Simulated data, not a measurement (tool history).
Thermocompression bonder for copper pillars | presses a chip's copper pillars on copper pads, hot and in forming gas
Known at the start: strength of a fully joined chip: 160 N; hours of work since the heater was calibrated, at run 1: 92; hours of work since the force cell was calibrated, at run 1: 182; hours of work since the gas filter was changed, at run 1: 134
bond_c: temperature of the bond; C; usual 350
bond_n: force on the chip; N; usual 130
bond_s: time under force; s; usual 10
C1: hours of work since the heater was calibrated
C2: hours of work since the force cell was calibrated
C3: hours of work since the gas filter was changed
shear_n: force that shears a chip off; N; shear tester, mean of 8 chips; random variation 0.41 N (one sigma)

run 1 day=0.000 | bond_c=350 bond_n=130 bond_s=10 | C1=92 C2=182 C3=134 | shear_n=88.7
run 2 day=0.521 | bond_c=350 bond_n=130 bond_s=10 | C1=102 C2=192 C3=144 | shear_n=87.5
run 3 day=1.233 | bond_c=350 bond_n=137 bond_s=10 | C1=115 C2=206 C3=157 | shear_n=91.9
run 4 day=1.629 | bond_c=350 bond_n=187 bond_s=10 | C1=123 C2=213 C3=165 | shear_n=114.4
run 5 day=2.033 | bond_c=350 bond_n=187 bond_s=10 | C1=131 C2=221 C3=172 | shear_n=114.4
run 6 day=2.650 | bond_c=350 bond_n=130 bond_s=10 | C1=142 C2=232 C3=184 | shear_n=88.5
run 7 day=3.304 | bond_c=350 bond_n=130 bond_s=10 | C1=154 C2=245 C3=196 | shear_n=88.0
run 8 day=3.950 | bond_c=350 bond_n=130 bond_s=10 | C1=167 C2=257 C3=209 | shear_n=87.3
run 9 day=4.425 | bond_c=351 bond_n=130 bond_s=10 | C1=176 C2=266 C3=218 | shear_n=88.2
run 10 day=5.217 | bond_c=351 bond_n=130 bond_s=10 | C1=191 C2=281 C3=232 | shear_n=88.6
run 11 day=5.638 | bond_c=351 bond_n=130 bond_s=5 | C1=198 C2=289 C3=240 | shear_n=70.0
run 12 day=6.596 | bond_c=351 bond_n=130 bond_s=5 | C1=217 C2=307 C3=258 | shear_n=69.9
run 13 day=7.558 | bond_c=351 bond_n=130 bond_s=5 | C1=235 C2=325 C3=277 | shear_n=69.7
run 14 day=8.138 | bond_c=351 bond_n=130 bond_s=5 | C1=246 C2=336 C3=288 | shear_n=70.3
run 15 day=8.758 | bond_c=350 bond_n=130 bond_s=27 | C1=257 C2=348 C3=299 | shear_n=116.2
run 16 day=9.354 | bond_c=350 bond_n=130 bond_s=13 | C1=269 C2=359 C3=310 | shear_n=95.4
run 17 day=9.788 | bond_c=350 bond_n=130 bond_s=13 | C1=277 C2=367 C3=319 | shear_n=94.7
run 18 day=10.438 | bond_c=350 bond_n=130 bond_s=10 | C1=289 C2=379 C3=331 | shear_n=88.3
run 19 day=11.325 | bond_c=350 bond_n=130 bond_s=6 | C1=306 C2=396 C3=348 | shear_n=73.7
run 20 day=12.021 | bond_c=350 bond_n=130 bond_s=6 | C1=319 C2=409 C3=361 | shear_n=74.0
run 21 day=12.533 | bond_c=350 bond_n=130 bond_s=6 | C1=329 C2=419 C3=370 | shear_n=74.0
run 22 day=13.221 | bond_c=345 bond_n=84 bond_s=11 | C1=342 C2=432 C3=383 | shear_n=57.8
run 23 day=14.004 | bond_c=370 bond_n=81 bond_s=28 | C1=356 C2=447 C3=398 | shear_n=100.3
run 24 day=14.946 | bond_c=370 bond_n=81 bond_s=28 | C1=374 C2=464 C3=416 | shear_n=100.8
run 25 day=15.862 | bond_c=327 bond_n=171 bond_s=28 | C1=391 C2=482 C3=433 | shear_n=114.8
run 26 day=16.333 | bond_c=323 bond_n=125 bond_s=13 | C1=400 C2=491 C3=442 | shear_n=67.6

Run 27 comes next. What will it give?
run 27 day=17.121 | bond_c=350 bond_n=142 bond_s=28 | C1=415 C2=505 C3=457 | shear_n=?

{"run 27": {"shear_n": 122.1}}
Without the tool's hidden state the same run would have given shear_n 123.5 N.
